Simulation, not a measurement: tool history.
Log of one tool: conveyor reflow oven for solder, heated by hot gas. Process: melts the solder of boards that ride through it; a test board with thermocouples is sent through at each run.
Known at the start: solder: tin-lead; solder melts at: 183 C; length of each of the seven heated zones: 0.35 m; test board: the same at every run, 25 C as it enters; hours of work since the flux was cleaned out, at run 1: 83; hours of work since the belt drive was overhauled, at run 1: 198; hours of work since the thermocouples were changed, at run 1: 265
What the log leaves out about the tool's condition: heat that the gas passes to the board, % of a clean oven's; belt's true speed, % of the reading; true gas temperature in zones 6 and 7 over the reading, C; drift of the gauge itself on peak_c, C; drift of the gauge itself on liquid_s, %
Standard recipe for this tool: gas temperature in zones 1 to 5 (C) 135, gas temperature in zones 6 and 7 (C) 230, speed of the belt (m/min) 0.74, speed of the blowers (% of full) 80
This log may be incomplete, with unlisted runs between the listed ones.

run    hour  gas temperature in zones 1 to 5 (C)  gas temperature in zones 6 and 7 (C)  speed of the belt (m/min)  speed of the blowers (% of full)  hours of work since the flux was cleaned out  hours of work since the belt drive was overhauled  hours of work since the thermocouples were changed  highest temperature of the board (C)  time above the solder's melting point (s)
  1       0                                  135                                   230                       0.74                                80                                            83                                                198                                                 265                                 213.4                                       39.9
  2    91.2                                  135                                   230                       0.74                                80                                           128                                                244                                                 311                                 213.5                                       39.2
  3   145.7                                  135                                   230                       0.74                                80                                           156                                                271                                                 338                                 212.8                                       39.3
  4   191.2                                  135                                   230                      0.858                                80                                           178                                                294                                                 361                                 207.4                                       29.9
  5   248.6                                  135                                   230                       0.74                                80                                           207                                                323                                                 390                                 212.5                                       39.1
  6   296.2                                  135                                   230                       0.74                                80                                           231                                                346                                                 414                                 212.1                                       38.9
  7   363.3                                  135                                   240                       0.74                                80                                           265                                                380                                                 447                                 220.6                                       43.9
  8   414.7                                  135                                   230                       0.74                                80                                           290                                                406                                                 473                                 211.8                                       38.2
  9   464.8                                  135                                   230                       0.74                                80                                           316                                                431                                                 498                                 211.4                                       38.4
 10   524.9                                  135                                   230                       0.74                                80                                           346                                                461                                                 528                                 211.4                                       38.1
      547.7  -- thermocouples of zones 6 and 7 changed
      557.9  -- flux residue cleaned out of gas plates and filters
 11   592.1                                  124                                   230                       0.74                                80                                            17                                                491                                                  20                                 212.3                                       36.5
 12   659.3                                  124                                   230                       0.74                                80                                            51                                                525                                                  53                                   212                                       36.3
 13   725.7                                  124                                   230                       0.74                                80                                            84                                                558                                                  87                                 211.6                                       36.1
 14   813.5                                  124                                   230                       0.74                                80                                           128                                                602                                                 131                                 211.4                                       35.9
 15   865.9                                  135                                   230                       0.74                                80                                           154                                                628                                                 157                                   213                                       39.5
 16   930.3                                  135                                   230                       0.74                                80                                           187                                                661                                                 189                                 212.8                                       39.4
 17   985.1                                  139                                   230                      0.638                                80                                           214                                                688                                                 217                                 217.8                                       51.3
 18  1064.5                                  125                                   230                      0.815                                80                                           254                                                728                                                 256                                 206.5                                       28.8
 19  1153.1                                  125                                   230                      0.815                                80                                           298                                                772                                                 301                                 206.2                                         28
 20  1216.5                                  140                                   243                      0.689                                69                                           330                                                804                                                 333                                 223.6                                       50.6
     1279.2  -- flux residue cleaned out of gas plates and filters
 21  1288.6                                  135                                   241                      0.612                                66                                             5                                                838                                                 366                                 227.4                                       58.3
 22  1371.3                                  135                                   226                      0.709                                66                                            46                                                879                                                 408                                 208.9                                         39
 23  1408.9                                  135                                   220                      0.723                                66                                            65                                                898                                                 427                                 203.8                                         33
 24  1447.1                                  135                                   220                      0.723                                66                                            84                                                917                                                 446                                 203.6                                       33.3
 25  1505.7                                  135                                   231                      0.876                                80                                           114                                                946                                                 475                                 209.3                                       30.7
 26  1582.7                                  142                                   220                      0.594                                66                                           152                                                985                                                 514                                 209.2                                       50.7
     1628.5  -- thermocouples of zones 6 and 7 changed
 27  1667.1                                  127                                   236                      0.678                                74                                           193                                               1026                                                  19                                 217.1                                       44.8
 28  1722.9                                  135                                   230                       0.74                                54                                           221                                               1054                                                  47                                 205.1                                       32.3
 29  1800.4                                  135                                   230                       0.74                                54                                           260                                               1093                                                  86                                 204.9                                       31.9
 30  1842.7                                  135                                   231                       0.74                                80                                           281                                               1114                                                 107                                 212.1                                       39.7
 31  1923.9                                  129                                   228                       0.74                                80                                           322                                               1155                                                 148                                 208.7                                       34.9

A few steps of highest temperature of the board (C) between consecutive runs. Split each: what settings, incoming material and random variation would produce without the hidden state, and what is left over for the hidden state, along with gauge scatter present in only one of the two compared results (measured, and without hidden state):
Run 10 -> 11: gas temperature in zones 1 to 5 (C) 135 -> 124, thermocouples of zones 6 and 7 changed, flux residue cleaned out of gas plates and filters. highest temperature of the board (C) +0.9: hidden state +3, all else -2.1.
Run 19 -> 20: gas temperature in zones 1 to 5 (C) 125 -> 140, gas temperature in zones 6 and 7 (C) 230 -> 243, speed of the belt (m/min) 0.815 -> 0.689, speed of the blowers (% of full) 80 -> 69. highest temperature of the board (C) +17.4: hidden state +0.6, all else +16.8.
Run 20 -> 21: gas temperature in zones 1 to 5 (C) 140 -> 135, gas temperature in zones 6 and 7 (C) 243 -> 241, speed of the belt (m/min) 0.689 -> 0.612, speed of the blowers (% of full) 69 -> 66, flux residue cleaned out of gas plates and filters. highest temperature of the board (C) +3.8: hidden state +3.5, all else +0.3.
Run 21 -> 22: gas temperature in zones 6 and 7 (C) 241 -> 226, speed of the belt (m/min) 0.612 -> 0.709. highest temperature of the board (C) -18.5: hidden state -0.3, all else -18.2.
Run 26 -> 27: gas temperature in zones 1 to 5 (C) 142 -> 127, gas temperature in zones 6 and 7 (C) 220 -> 236, speed of the belt (m/min) 0.594 -> 0.678, speed of the blowers (% of full) 66 -> 74, thermocouples of zones 6 and 7 changed. highest temperature of the board (C) +7.9: hidden state -2.2, all else +10.1.
Run 27 -> 28: gas temperature in zones 1 to 5 (C) 127 -> 135, gas temperature in zones 6 and 7 (C) 236 -> 230, speed of the belt (m/min) 0.678 -> 0.74, speed of the blowers (% of full) 74 -> 54. highest temperature of the board (C) -12: hidden state +0.4, all else -12.4.
